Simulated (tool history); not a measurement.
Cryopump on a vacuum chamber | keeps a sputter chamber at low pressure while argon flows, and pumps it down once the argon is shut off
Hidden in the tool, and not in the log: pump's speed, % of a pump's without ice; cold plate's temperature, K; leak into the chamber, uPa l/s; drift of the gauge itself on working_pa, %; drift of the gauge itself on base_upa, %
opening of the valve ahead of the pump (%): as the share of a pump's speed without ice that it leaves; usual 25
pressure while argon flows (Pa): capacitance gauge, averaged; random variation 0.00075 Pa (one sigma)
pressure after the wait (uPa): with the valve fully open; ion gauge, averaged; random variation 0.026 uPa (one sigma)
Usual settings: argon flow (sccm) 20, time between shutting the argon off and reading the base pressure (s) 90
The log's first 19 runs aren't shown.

| run | hour | argon flow (sccm) | time between shutting the argon off and reading the base pressure (s) | opening of the valve ahead of the pump (%) | hours of work since the pump was warmed up and emptied | hours of work since the cold head was overhauled | hours of work since the chamber's fittings were tightened | pressure while argon flows (Pa) | pressure after the wait (uPa) |
|---|---|---|---|---|---|---|---|---|---|
| 20 | 582.5 | 13 | 90 | 25 | 754 | 754 | 1255 | 0.0974 | 2.62 |
| 21 | 611.4 | 32 | 90 | 33 | 774 | 774 | 1274 | 0.1856 | 2.64 |
| 22 | 634.0 | 32 | 90 | 33 | 789 | 789 | 1290 | 0.1861 | 2.75 |
| 23 | 656.3 | 15 | 90 | 46 | 804 | 804 | 1305 | 0.0647 | 2.73 |
| 24 | 681.7 | 20 | 84 | 41 | 822 | 822 | 1322 | 0.0965 | 2.80 |
| 25 | 709.8 | 20 | 84 | 20 | 841 | 841 | 1341 | 0.1872 | 2.83 |
| 26 | 739.3 | 20 | 84 | 20 | 861 | 861 | 1361 | 0.1863 | 2.88 |
| 27 | 773.9 | 25 | 90 | 25 | 884 | 884 | 1385 | 0.1914 | 3.03 |
| 28 | 793.2 | 25 | 90 | 25 | 897 | 897 | 1398 | 0.1909 | 2.90 |
| 29 | 821.4 | 13 | 66 | 26 | 916 | 916 | 1417 | 0.0952 | 3.24 |
| 30 | 857.6 | 10 | 90 | 17 | 941 | 941 | 1442 | 0.1092 | 3.07 |
| 31 | 892.0 | 39 | 90 | 25 | 964 | 964 | 1465 | 0.2988 | 3.04 |
| 32 | 932.9 | 39 | 90 | 25 | 992 | 992 | 1493 | 0.3011 | 3.13 |
| 33 | 953.6 | 12 | 28 | 25 | 1006 | 1006 | 1507 | 0.0935 | 4.74 |
|  | 971.4 | pump warmed up, emptied and cooled again |
| 34 | 1000.6 | 12 | 28 | 25 | 20 | 1035 | 1535 | 0.0839 | 4.22 |

Forecast each of these 4 alternatives for the next run:
| A | 1027.2 | 12 | 28 | 24 | 38 | 1053 | 1553 | ? | ? |
| B | 1027.2 | 15 | 207 | 26 | 38 | 1053 | 1553 | ? | ? |
| C | 1027.2 | 12 | 28 | 33 | 38 | 1053 | 1553 | ? | ? |
| D | 1027.2 | 12 | 59 | 20 | 38 | 1053 | 1553 | ? | ? |

| run | pressure while argon flows (Pa) | pressure after the wait (uPa) |
|---|---|---|
| A | 0.0879 | 4.19 |
| B | 0.1023 | 2.12 |
| C | 0.0651 | 4.24 |
| D | 0.1056 | 3.05 |
Without the tool's hidden state the same runs would have given:
| run | pressure while argon flows (Pa) | pressure after the wait (uPa) |
|---|---|---|
| A | 0.0872 | 2.73 |
| B | 0.1014 | 0.66 |
| C | 0.0644 | 2.76 |
| D | 0.1049 | 1.53 |
